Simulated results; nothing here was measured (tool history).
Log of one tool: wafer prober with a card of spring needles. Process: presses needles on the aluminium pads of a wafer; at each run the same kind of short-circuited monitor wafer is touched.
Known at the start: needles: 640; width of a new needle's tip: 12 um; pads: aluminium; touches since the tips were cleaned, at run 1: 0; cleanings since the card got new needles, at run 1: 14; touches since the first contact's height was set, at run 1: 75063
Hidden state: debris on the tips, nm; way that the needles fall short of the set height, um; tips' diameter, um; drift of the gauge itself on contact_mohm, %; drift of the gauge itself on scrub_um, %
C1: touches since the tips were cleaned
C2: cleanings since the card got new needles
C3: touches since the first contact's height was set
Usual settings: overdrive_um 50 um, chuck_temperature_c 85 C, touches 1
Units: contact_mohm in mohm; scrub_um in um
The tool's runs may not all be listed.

{"run": 1, "hour": 0.0, "overdrive_um": 50, "chuck_temperature_c": 85, "touches": 1, "C1": 0, "C2": 14, "C3": 75063, "contact_mohm": 241, "scrub_um": 9.71}
{"run": 2, "hour": 16.3, "overdrive_um": 50, "chuck_temperature_c": 85, "touches": 1, "C1": 2521, "C2": 14, "C3": 77584, "contact_mohm": 277, "scrub_um": 9.75}
{"run": 3, "hour": 27.9, "overdrive_um": 50, "chuck_temperature_c": 85, "touches": 1, "C1": 4317, "C2": 14, "C3": 79380, "contact_mohm": 292, "scrub_um": 9.77}
{"hour": 30.5, "done": "tips cleaned on abrasive film"}
{"run": 4, "hour": 38.9, "overdrive_um": 50, "chuck_temperature_c": 85, "touches": 1, "C1": 1294, "C2": 15, "C3": 81054, "contact_mohm": 263, "scrub_um": 9.6}
{"run": 5, "hour": 48.0, "overdrive_um": 50, "chuck_temperature_c": 85, "touches": 1, "C1": 2708, "C2": 15, "C3": 82468, "contact_mohm": 282, "scrub_um": 9.75}
{"hour": 61.2, "done": "tips cleaned on abrasive film"}
{"run": 6, "hour": 62.6, "overdrive_um": 43, "chuck_temperature_c": 85, "touches": 1, "C1": 222, "C2": 16, "C3": 84710, "contact_mohm": 248, "scrub_um": 8.36}
{"run": 7, "hour": 75.0, "overdrive_um": 43, "chuck_temperature_c": 85, "touches": 1, "C1": 2130, "C2": 16, "C3": 86618, "contact_mohm": 283, "scrub_um": 8.3}
{"hour": 91.9, "done": "tips cleaned on abrasive film"}
{"run": 8, "hour": 91.9, "overdrive_um": 43, "chuck_temperature_c": 85, "touches": 1, "C1": 0, "C2": 17, "C3": 89221, "contact_mohm": 245, "scrub_um": 8.25}
{"run": 9, "hour": 107.8, "overdrive_um": 43, "chuck_temperature_c": 85, "touches": 1, "C1": 2447, "C2": 17, "C3": 91668, "contact_mohm": 289, "scrub_um": 8.33}
{"hour": 109.5, "done": "height of the first contact set anew"}
{"run": 10, "hour": 115.1, "overdrive_um": 50, "chuck_temperature_c": 85, "touches": 1, "C1": 3524, "C2": 17, "C3": 857, "contact_mohm": 288, "scrub_um": 9.63}
{"hour": 122.9, "done": "tips cleaned on abrasive film"}
{"run": 11, "hour": 126.2, "overdrive_um": 50, "chuck_temperature_c": 85, "touches": 1, "C1": 507, "C2": 18, "C3": 2559, "contact_mohm": 254, "scrub_um": 9.55}
{"hour": 140.9, "done": "height of the first contact set anew, once more"}
{"run": 12, "hour": 142.3, "overdrive_um": 50, "chuck_temperature_c": 42, "touches": 1, "C1": 2947, "C2": 18, "C3": 215, "contact_mohm": 268, "scrub_um": 9.98}
{"hour": 153.7, "done": "tips cleaned on abrasive film"}
{"run": 13, "hour": 158.9, "overdrive_um": 50, "chuck_temperature_c": 42, "touches": 1, "C1": 801, "C2": 19, "C3": 2765, "contact_mohm": 243, "scrub_um": 10.01}
{"run": 14, "hour": 171.4, "overdrive_um": 50, "chuck_temperature_c": 77, "touches": 1, "C1": 2743, "C2": 19, "C3": 4707, "contact_mohm": 277, "scrub_um": 10.06}
{"hour": 184.6, "done": "tips cleaned on abrasive film"}
{"run": 15, "hour": 185.2, "overdrive_um": 57, "chuck_temperature_c": 64, "touches": 1, "C1": 96, "C2": 20, "C3": 6822, "contact_mohm": 233, "scrub_um": 11.4}
{"run": 16, "hour": 197.2, "overdrive_um": 65, "chuck_temperature_c": 64, "touches": 1, "C1": 1942, "C2": 20, "C3": 8668, "contact_mohm": 251, "scrub_um": 13.11}
{"run": 17, "hour": 204.7, "overdrive_um": 31, "chuck_temperature_c": 44, "touches": 1, "C1": 3101, "C2": 20, "C3": 9827, "contact_mohm": 342, "scrub_um": 6.27}
{"hour": 215.1, "done": "tips cleaned on abrasive film"}
{"run": 18, "hour": 220.3, "overdrive_um": 31, "chuck_temperature_c": 44, "touches": 1, "C1": 796, "C2": 21, "C3": 12219, "contact_mohm": 281, "scrub_um": 6.23}
{"run": 19, "hour": 231.9, "overdrive_um": 31, "chuck_temperature_c": 44, "touches": 1, "C1": 2593, "C2": 21, "C3": 14016, "contact_mohm": 330, "scrub_um": 6.12}
{"run": 20, "hour": 243.9, "overdrive_um": 31, "chuck_temperature_c": 44, "touches": 1, "C1": 4443, "C2": 21, "C3": 15866, "contact_mohm": 355, "scrub_um": 6.17}
{"hour": 246.8, "done": "tips cleaned on abrasive film"}
{"run": 21, "hour": 260.3, "overdrive_um": 62, "chuck_temperature_c": 85, "touches": 2, "C1": 2084, "C2": 22, "C3": 18387, "contact_mohm": 246, "scrub_um": 12.44}
{"run": 22, "hour": 271.3, "overdrive_um": 62, "chuck_temperature_c": 85, "touches": 2, "C1": 3788, "C2": 22, "C3": 20091, "contact_mohm": 251, "scrub_um": 12.34}
{"hour": 277.6, "done": "tips cleaned on abrasive film"}
{"run": 23, "hour": 281.0, "overdrive_um": 58, "chuck_temperature_c": 37, "touches": 3, "C1": 516, "C2": 23, "C3": 21568, "contact_mohm": 226, "scrub_um": 11.62}
{"run": 24, "hour": 289.5, "overdrive_um": 50, "chuck_temperature_c": 117, "touches": 2, "C1": 1836, "C2": 23, "C3": 22888, "contact_mohm": 261, "scrub_um": 9.98}
{"run": 25, "hour": 302.2, "overdrive_um": 45, "chuck_temperature_c": 85, "touches": 3, "C1": 3800, "C2": 23, "C3": 24852, "contact_mohm": 261, "scrub_um": 8.96}
{"hour": 309.1, "done": "tips cleaned on abrasive film"}
{"run": 26, "hour": 311.7, "overdrive_um": 65, "chuck_temperature_c": 85, "touches": 2, "C1": 401, "C2": 24, "C3": 26306, "contact_mohm": 238, "scrub_um": 12.91}

Measured less the same run without the tool's hidden state. The same run-to-run variation is in both; the gauge's scatter may not be:
run=1 contact_mohm=+5 scrub_um=-0.27
run=2 contact_mohm=+39 scrub_um=-0.27
run=3 contact_mohm=+53 scrub_um=-0.27
run=4 contact_mohm=+28 scrub_um=-0.29
run=5 contact_mohm=+43 scrub_um=-0.29
run=6 contact_mohm=+11 scrub_um=-0.30
run=7 contact_mohm=+46 scrub_um=-0.30
run=8 contact_mohm=+6 scrub_um=-0.32
run=9 contact_mohm=+50 scrub_um=-0.32
run=10 contact_mohm=+49 scrub_um=-0.39
run=11 contact_mohm=+16 scrub_um=-0.40
run=12 contact_mohm=+45 scrub_um=+0.00
run=13 contact_mohm=+21 scrub_um=-0.01
run=14 contact_mohm=+41 scrub_um=-0.01
run=15 contact_mohm=+5 scrub_um=-0.03
run=16 contact_mohm=+22 scrub_um=-0.03
run=17 contact_mohm=+104 scrub_um=-0.03
run=18 contact_mohm=+42 scrub_um=-0.05
run=19 contact_mohm=+93 scrub_um=-0.05
run=20 contact_mohm=+121 scrub_um=-0.05
run=21 contact_mohm=+15 scrub_um=-0.07
run=22 contact_mohm=+20 scrub_um=-0.07
run=23 contact_mohm=+4 scrub_um=-0.09
run=24 contact_mohm=+17 scrub_um=-0.09
run=25 contact_mohm=+22 scrub_um=-0.09
run=26 contact_mohm=+5 scrub_um=-0.10
